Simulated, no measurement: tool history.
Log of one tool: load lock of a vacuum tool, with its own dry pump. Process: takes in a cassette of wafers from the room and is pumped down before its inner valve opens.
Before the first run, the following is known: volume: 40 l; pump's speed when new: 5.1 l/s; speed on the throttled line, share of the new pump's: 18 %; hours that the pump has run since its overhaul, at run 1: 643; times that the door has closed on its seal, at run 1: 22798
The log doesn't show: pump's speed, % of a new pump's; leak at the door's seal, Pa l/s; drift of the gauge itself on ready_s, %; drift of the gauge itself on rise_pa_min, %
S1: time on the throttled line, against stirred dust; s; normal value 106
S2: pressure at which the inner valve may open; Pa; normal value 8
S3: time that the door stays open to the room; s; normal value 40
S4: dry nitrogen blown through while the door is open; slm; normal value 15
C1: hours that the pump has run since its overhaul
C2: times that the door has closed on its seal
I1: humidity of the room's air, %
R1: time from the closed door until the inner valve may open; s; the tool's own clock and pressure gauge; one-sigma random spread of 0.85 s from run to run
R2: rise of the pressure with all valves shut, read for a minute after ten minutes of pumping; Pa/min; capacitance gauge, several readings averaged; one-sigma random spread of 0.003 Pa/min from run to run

Run 1, day 0.000: usual settings; C1 643; C2 22798; I1 47.1. Result: R1 159.7 s, R2 0.123 Pa/min.
Run 2, day 2.208: usual settings; C1 696; C2 23048; I1 43.1. Result: R1 161.0 s, R2 0.120 Pa/min.
Run 3, day 4.146: usual settings; C1 743; C2 23267; I1 41.0. Result: R1 159.8 s, R2 0.116 Pa/min.
Run 4, day 7.125: usual settings but S1 97 s; C1 814; C2 23604; I1 42.1. Result: R1 154.2 s, R2 0.127 Pa/min.
Run 5, day 10.912: usual settings but S1 97 s; C1 905; C2 24033; I1 42.4. Result: R1 153.8 s, R2 0.125 Pa/min.
Run 6, day 14.371: usual settings; C1 988; C2 24424; I1 41.6. Result: R1 163.5 s, R2 0.126 Pa/min.
Run 7, day 16.596: usual settings; C1 1042; C2 24675; I1 45.6. Result: R1 158.9 s, R2 0.136 Pa/min.
Run 8, day 19.446: usual settings; C1 1110; C2 24998; I1 48.3. Result: R1 160.6 s, R2 0.136 Pa/min.
Run 9, day 21.433: usual settings; C1 1158; C2 25223; I1 46.6. Result: R1 161.8 s, R2 0.141 Pa/min.
Run 10, day 25.008: usual settings; C1 1244; C2 25627; I1 47.0. Result: R1 160.5 s, R2 0.138 Pa/min.
Run 11, day 28.138: usual settings; C1 1319; C2 25981; I1 44.7. Result: R1 161.3 s, R2 0.134 Pa/min.
Run 12, day 30.279: usual settings but S1 207 s; C1 1370; C2 26223; I1 44.6. Result: R1 242.2 s, R2 0.144 Pa/min.
Run 13, day 32.904: usual settings but S1 207 s; C1 1433; C2 26520; I1 44.6. Result: R1 241.7 s, R2 0.143 Pa/min.
Run 14, day 36.046: usual settings but S1 207 s; C1 1509; C2 26875; I1 46.6. Result: R1 244.2 s, R2 0.151 Pa/min.
Run 15, day 38.167: usual settings but S1 207 s; C1 1559; C2 27115; I1 45.7. Result: R1 244.7 s, R2 0.148 Pa/min.
Run 16, day 40.908: usual settings but S3 94 s, S4 17 slm; C1 1625; C2 27425; I1 43.0. Result: R1 160.6 s, R2 0.173 Pa/min.
Run 17, day 43.579: usual settings but S1 165 s; C1 1689; C2 27728; I1 44.1. Result: R1 211.5 s, R2 0.151 Pa/min.
Run 18, day 46.783: usual settings but S1 165 s, S4 12 slm; C1 1766; C2 28090; I1 45.1. Result: R1 207.7 s, R2 0.152 Pa/min.
Run 19, day 48.421: usual settings but S1 57 s, S3 87 s, S4 34 slm; C1 1806; C2 28275; I1 43.2. Result: R1 121.6 s, R2 0.156 Pa/min.
Run 20, day 51.358: usual settings but S1 184 s, S3 65 s; C1 1876; C2 28607; I1 43.2. Result: R1 224.7 s, R2 0.161 Pa/min.
Run 21, day 54.062: usual settings but S1 119 s, S2 7 Pa, S3 29 s, S4 27 slm; C1 1941; C2 28914; I1 43.1. Result: R1 171.1 s, R2 0.150 Pa/min.
Run 22, day 55.888: usual settings but S1 81 s, S2 16 Pa, S3 39 s, S4 6 slm; C1 1985; C2 29120; I1 44.2. Result: R1 135.3 s, R2 0.162 Pa/min.
Run 23, day 58.533: usual settings but S1 81 s, S2 16 Pa, S3 39 s, S4 6 slm; C1 2048; C2 29419; I1 45.4. Result: R1 136.0 s, R2 0.166 Pa/min.
Run 24, day 60.708: usual settings but S1 130 s, S2 16 Pa, S3 39 s, S4 5 slm; C1 2101; C2 29665; I1 43.9. Result: R1 175.4 s, R2 0.176 Pa/min.
Run 25, day 64.512: usual settings but S1 185 s, S2 14 Pa, S3 125 s, S4 6 slm; C1 2192; C2 30095; I1 44.6. Result: R1 221.2 s, R2 0.208 Pa/min.
Run 26, day 67.958: usual settings but S1 185 s, S2 14 Pa, S3 125 s, S4 7 slm; C1 2274; C2 30485; I1 46.1. Result: R1 219.2 s, R2 0.211 Pa/min.
Run 27, day 70.029: usual settings but S1 175 s, S2 14 Pa, S3 105 s, S4 12 slm; C1 2324; C2 30719; I1 44.1. Result: R1 215.0 s, R2 0.195 Pa/min.
Run 28, day 73.571: usual settings but S1 175 s, S2 14 Pa, S3 105 s, S4 6 slm; C1 2409; C2 31120; I1 44.9. Result: R1 212.3 s, R2 0.207 Pa/min.
Run 29, day 76.771: usual settings but S1 175 s, S2 14 Pa, S3 105 s, S4 21 slm; C1 2486; C2 31482; I1 47.7. Result: R1 212.2 s, R2 0.201 Pa/min.
Run 30, day 79.617: usual settings but S1 175 s, S2 12 Pa, S3 195 s, S4 21 slm; C1 2554; C2 31804; I1 43.8. Result: R1 215.2 s, R2 0.204 Pa/min.

Measured minus without-hidden-state, run by run (identical run-to-run variation in each term; gauge scatter may differ):
run      R2
  1  +0.093
  2  +0.094
  3  +0.095
  4  +0.097
  5  +0.098
  6  +0.102
  7  +0.105
  8  +0.107
  9  +0.108
 10  +0.112
 11  +0.115
 12  +0.115
 13  +0.116
 14  +0.119
 15  +0.119
 16  +0.123
 17  +0.123
 18  +0.126
 19  +0.127
 20  +0.130
 21  +0.130
 22  +0.133
 23  +0.135
 24  +0.140
 25  +0.141
 26  +0.142
 27  +0.145
 28  +0.149
 29  +0.151
 30  +0.152
R1: within 0.5 s of the measured result in every run.

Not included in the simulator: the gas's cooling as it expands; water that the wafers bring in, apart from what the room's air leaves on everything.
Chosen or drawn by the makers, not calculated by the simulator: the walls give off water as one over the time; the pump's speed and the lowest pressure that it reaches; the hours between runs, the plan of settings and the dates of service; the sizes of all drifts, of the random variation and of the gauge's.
